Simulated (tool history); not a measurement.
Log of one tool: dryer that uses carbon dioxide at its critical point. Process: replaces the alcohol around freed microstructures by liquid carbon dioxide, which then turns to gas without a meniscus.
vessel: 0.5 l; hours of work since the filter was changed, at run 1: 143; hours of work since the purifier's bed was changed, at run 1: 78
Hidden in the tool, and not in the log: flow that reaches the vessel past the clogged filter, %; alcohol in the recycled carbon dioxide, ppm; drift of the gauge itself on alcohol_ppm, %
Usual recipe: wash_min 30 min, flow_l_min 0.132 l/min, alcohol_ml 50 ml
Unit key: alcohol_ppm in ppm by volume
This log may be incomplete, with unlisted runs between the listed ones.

run   hour  wash_min  flow_l_min  alcohol_ml  hours of work since the filter was changed  hours of work since the purifier's bed was changed  alcohol_ppm
  1      0        30       0.132          50                                         143                                                  78          225
  2   15.4        33       0.132          50                                         148                                                  84          133
  3   25.5        28       0.132          50                                         152                                                  87          340
  4   38.4        28       0.132          50                                         157                                                  92          330
  5   53.6        28       0.132          50                                         162                                                  98          344
  6   64.2        30       0.132          50                                         166                                                 101          231
  7   75.2        29       0.132          50                                         170                                                 105          282
  8   90.5        30       0.132          50                                         176                                                 111          246
  9  105.6        30       0.132          50                                         181                                                 117          250
 10    122        30       0.132          50                                         187                                                 122          243
 11  137.9        30       0.132          50                                         193                                                 128          243
 12  145.5        30       0.132          50                                         196                                                 131          242
 13  159.7        30       0.132          50                                         201                                                 136          246
 14  170.7        30       0.132          45                                         205                                                 140          220
 15  183.4        30       0.132          45                                         209                                                 145          227
 16  196.3        30       0.132          45                                         214                                                 149          223
 17  204.1        30       0.132          45                                         217                                                 152          222
 18  219.2        30       0.132          45                                         222                                                 158          223
 19  235.8        30       0.132          50                                         228                                                 164          249
 20  248.5        30       0.132          50                                         233                                                 168          258
 21  265.1        30       0.114          50                                         239                                                 174          574
 22  276.8        30       0.148          50                                         243                                                 179          130
 23  290.3        30       0.148          50                                         248                                                 183          139
 24  302.3        30       0.148          50                                         252                                                 188          141
 25  310.8        22       0.124          50                                         256                                                 191         1549
 26  322.8        22       0.124         112                                         260                                                 195         3469
 27  332.6        21       0.088         117                                         263                                                 199        15240
 28  346.5        30        0.09          24                                         269                                                 204          881
 29  362.2        30       0.087          26                                         274                                                 210         1101
 30  369.2        19       0.195          26                                         277                                                 212          188
 31    377        27       0.106          27                                         280                                                 215          747
 32  392.4        30         0.1         103                                         285                                                 221         2355
 33    402        30         0.1         103                                         289                                                 224         2316
 34  410.9        22         0.1          36                                         292                                                 227         2640
 35  421.2        26       0.166          25                                         296                                                 231          110
 36  431.9        30       0.198          52                                         299                                                 235           54
 37  441.8        35       0.132          34                                         303                                                 238           94
 38  451.4        44       0.167          50                                         307                                                 242           52
 39  464.1        24       0.107          50                                         311                                                 246         2177
 40  471.6        24       0.107          50                                         314                                                 249         2135
 41  480.4        21       0.125          83                                         317                                                 252         3119
 42  490.3        32       0.165          50                                         321                                                 256           66
 43  506.9        21       0.098          47                                         327                                                 262         4484
 44  517.8        27       0.112          37                                         331                                                 266          823
 45  533.3        27       0.112          37                                         336                                                 272          822
 46  546.2        30       0.191          50                                         341                                                 276           62
 47  555.2        30       0.185          50                                         344                                                 280           61

Same runs, no hidden state in the tool, same run-to-run variation:
run  alcohol_ppm
  1          193
  2          108
  3          295
  4          285
  5          296
  6          191
  7          236
  8          203
  9          206
 10          196
 11          196
 12          194
 13          196
 14          173
 15          177
 16          172
 17          171
 18          170
 19          191
 20          196
 21          474
 22           86
 23           93
 24           93
 25         1343
 26         3030
 27        13972
 28          750
 29          943
 30          129
 31          621
 32         1999
 33         1961
 34         2330
 35           61
 36           16
 37           45
 38           14
 39         1859
 40         1821
 41         2659
 42           20
 43         3953
 44          657
 45          652
 46           16
 47           14
